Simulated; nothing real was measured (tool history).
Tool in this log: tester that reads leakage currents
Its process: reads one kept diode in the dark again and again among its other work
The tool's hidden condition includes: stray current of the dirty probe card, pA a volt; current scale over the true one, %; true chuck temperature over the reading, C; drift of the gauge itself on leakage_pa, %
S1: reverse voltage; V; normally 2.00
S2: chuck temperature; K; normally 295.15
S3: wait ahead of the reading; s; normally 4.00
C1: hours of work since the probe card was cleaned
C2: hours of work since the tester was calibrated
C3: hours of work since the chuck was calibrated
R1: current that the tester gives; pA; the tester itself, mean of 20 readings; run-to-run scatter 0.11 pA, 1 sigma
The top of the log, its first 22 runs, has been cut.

run    hour     S1      S2    S3    C1    C2   C3      R1
 23  1243.5   1.00  295.15  3.87  1169  1799  261   22.94
 24  1298.4   5.78  326.15  9.58  1200  1830  292  750.02
 25  1341.8   5.78  326.15  9.58  1225  1855  317  750.71
 26  1396.1   5.78  326.15  9.58  1256  1886  348  749.24
 27  1435.1  11.78  296.15  4.00  1278  1908  370   72.72
 28  1480.8   2.12  295.15  1.10  1305  1934  396   32.05
 29  1527.7   3.38  308.15  1.52  1331  1961  423  130.02
 30  1560.7   4.92  295.15  0.96  1350  1980  442   46.55
 31  1610.9   2.00  295.15  2.03  1379  2009  470   30.97
 32  1667.8   1.53  308.15  2.07  1411  2041  503   92.69
 33  1733.1   2.00  295.15  2.17  1449  2078  540   31.06
 34  1795.1  11.47  300.15  6.88  1484  2114  576  104.47
 35  1835.8  11.47  300.15  6.88  1507  2137  599  104.54
 36  1882.7   5.08  295.15  3.31  1534  2164  626   45.96
 37  1955.7   5.08  295.15  3.31  1576  2206  667   46.08
 38  2031.2   5.08  295.15  3.31  1619  2249  711   46.19
 39  2070.5   2.15  295.15  0.65  1642  2271  733   32.43

What if the next run were any one of these 3? Each begins from the tool's condition after run 39:
  A  2119.8   2.00  309.15  0.97  1670  2299  761   ?
  B  2119.8   2.15  308.15  4.64  1670  2299  761   ?
  C  2119.8  14.94  302.15  1.76  1670  2299  761   ?

run      R1
  A  113.95
  B  106.53
  C  143.52
With the hidden condition removed and each run's random variation left untouched, the same runs would have given:
run      R1
  A  113.98
  B  106.56
  C  143.47
